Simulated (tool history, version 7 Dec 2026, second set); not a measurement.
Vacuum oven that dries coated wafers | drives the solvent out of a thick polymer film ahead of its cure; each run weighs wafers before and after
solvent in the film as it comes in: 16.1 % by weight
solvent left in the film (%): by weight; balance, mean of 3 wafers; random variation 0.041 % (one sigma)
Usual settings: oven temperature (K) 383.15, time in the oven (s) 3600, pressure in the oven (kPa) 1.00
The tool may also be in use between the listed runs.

run   hour  oven temperature (K)  time in the oven (s)  pressure in the oven (kPa)  solvent left in the film (%)
  1    0.0                383.15                  3600                        1.00                          1.32
  2   43.7                383.15                  3600                        1.00                          1.30
  3   73.6                383.15                  3600                        1.00                          1.35
  4  100.7                383.15                  3600                        1.00                          1.35
  5  138.8                383.15                  3600                        1.00                          1.28
  6  200.9                383.15                  3600                        1.00                          1.33
  7  261.0                383.15                  3600                        1.00                          1.36
  8  287.9                383.15                  3600                        1.00                          1.30
  9  346.8                383.15                  3600                        1.00                          1.32
 10  378.9                383.15                  3600                        1.00                          1.26
 11  429.5                383.15                  3600                        1.00                          1.35
 12  477.9                383.15                  3600                        1.00                          1.35
 13  509.3                383.15                  3600                        1.00                          1.34
 14  536.9                394.15                  5160                        1.59                          0.87
 15  597.4                394.15                  6420                        1.59                          0.87
 16  641.8                394.15                  6420                        1.59                          0.87
 17  677.8                394.15                  6420                        1.59                          0.95

Forecast run 18:
     695.5  -- oven's thermocouples calibrated
 18  741.4                387.15                  6000                        1.59                             ?

solvent left in the film (%): 1.13
Without the tool's hidden state the same run would have given solvent left in the film (%) 1.12.
